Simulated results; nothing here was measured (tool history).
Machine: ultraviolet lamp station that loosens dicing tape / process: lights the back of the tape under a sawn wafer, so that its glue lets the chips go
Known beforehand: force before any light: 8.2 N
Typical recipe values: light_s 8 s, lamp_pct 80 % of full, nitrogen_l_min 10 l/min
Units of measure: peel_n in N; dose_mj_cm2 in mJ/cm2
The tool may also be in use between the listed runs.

run    hour  light_s  lamp_pct  nitrogen_l_min  peel_n  dose_mj_cm2
  1       0        8        80              10    0.51          345
  2    42.3        8        80              10   0.512          344
  3    97.5        8        80              10   0.536          338
  4   164.9        8        80               9   0.649          331
  5   213.7        8        80               9   0.645          323
      247.7  -- window cleaned of glue's vapour
  6   247.7        8        80              10   0.635          312
  7   290.4        8        82              10   0.641          313
  8   360.8        8        80              10   0.707          301
  9   424.9        5        80              10   1.744          184
      462.6  -- window cleaned of glue's vapour, once more
 10   484.8        5        80              10   1.383          214
 11   543.6        8        80              10   0.532          340
 12   592.1        8        80              10   0.554          330
      616.8  -- lamp changed
 13   657.2        8        80              10   0.327          414
 14   728.6        8        80              10   0.368          412
 15   794.5        8        98              10   0.236          488
      842.9  -- window cleaned of glue's vapour
 16   856.5        8        98              10    0.21          518
 17   908.8        8        98              10   0.214          515
 18   940.8        8        98              10   0.214          511
 19   985.1        8        69              10   0.486          355
 20  1039.6        8        69              10   0.483          347
 21  1096.9        8        80              10   0.358          397
 22  1139.6        8        80              10   0.379          391
 23  1196.8       14        80              10   0.145          678
       1223  -- window cleaned of glue's vapour
 24  1238.4       14        80              10   0.145          729
 25  1304.8        8        89              10   0.287          455
 26  1335.8        4        66              10   1.952          165
 27  1390.8        4        66               4   3.034          162
 28  1447.9        4        66               4    3.14          159
 29  1478.3       11        91               7   0.197          598
 30  1545.5       11        91               7   0.213          592
 31  1580.4        4        80               4   2.654          187
     1604.1  -- window cleaned of glue's vapour
 32  1633.2       12        78               4   0.338          592
 33  1694.1        7        96               7   0.458          420
 34  1730.5        7        67              10   0.768          288
 35    1794        7        67              10    0.77          281
 36  1843.9        8        78               8   0.526          373
 37  1881.4       12        78               4     0.4          552
 38  1932.9       12        78               4   0.423          538
 39    1967       12        78               4   0.433          534
     1983.5  -- window cleaned of glue's vapour
 40  2019.2       12        68              11   0.205          511
 41  2077.9       10        92              10   0.177          559
 42  2122.9       10        84               5   0.399          509

Below, each run's measurement less what the same run would have read without the hidden state. Both values contain the same run-to-run variation, but the gauge's scatter may not be the same in both:
Unlogged tool condition in this case: lamp's light, % of a new lamp's; light that the window lets through, % of a clean one's; drift of the gauge itself on peel_n, %; drift of the gauge itself on dose_mj_cm2, %.
run  peel_n  dose_mj_cm2
  1  +0.214          -91
  2  +0.223          -96
  3  +0.244         -102
  4  +0.308         -108
  5  +0.322         -113
  6  +0.342         -125
  7  +0.353         -133
  8  +0.405         -138
  9  +0.881          -89
 10  +0.512          -60
 11  +0.244         -102
 12  +0.259         -107
 13  +0.035          -21
 14  +0.053          -30
 15  +0.037          -47
 16   +0.01          -14
 17  +0.016          -23
 18   +0.02          -28
 19   +0.07          -25
 20  +0.084          -30
 21  +0.074          -42
 22  +0.085          -46
 23  +0.013          -93
 24  +0.004          -41
 25  +0.041          -34
 26  +0.214          -14
 27  +0.283          -17
 28  +0.338          -20
 29  +0.035          -79
 30  +0.044          -91
 31  +0.438          -31
 32  +0.054          -46
 33  +0.088          -41
 34  +0.155          -32
 35  +0.181          -37
 36  +0.145          -56
 37  +0.116          -89
 38  +0.132          -97
 39  +0.147         -104
 40  +0.032          -53
 41  +0.027          -71
 42  +0.107          -72
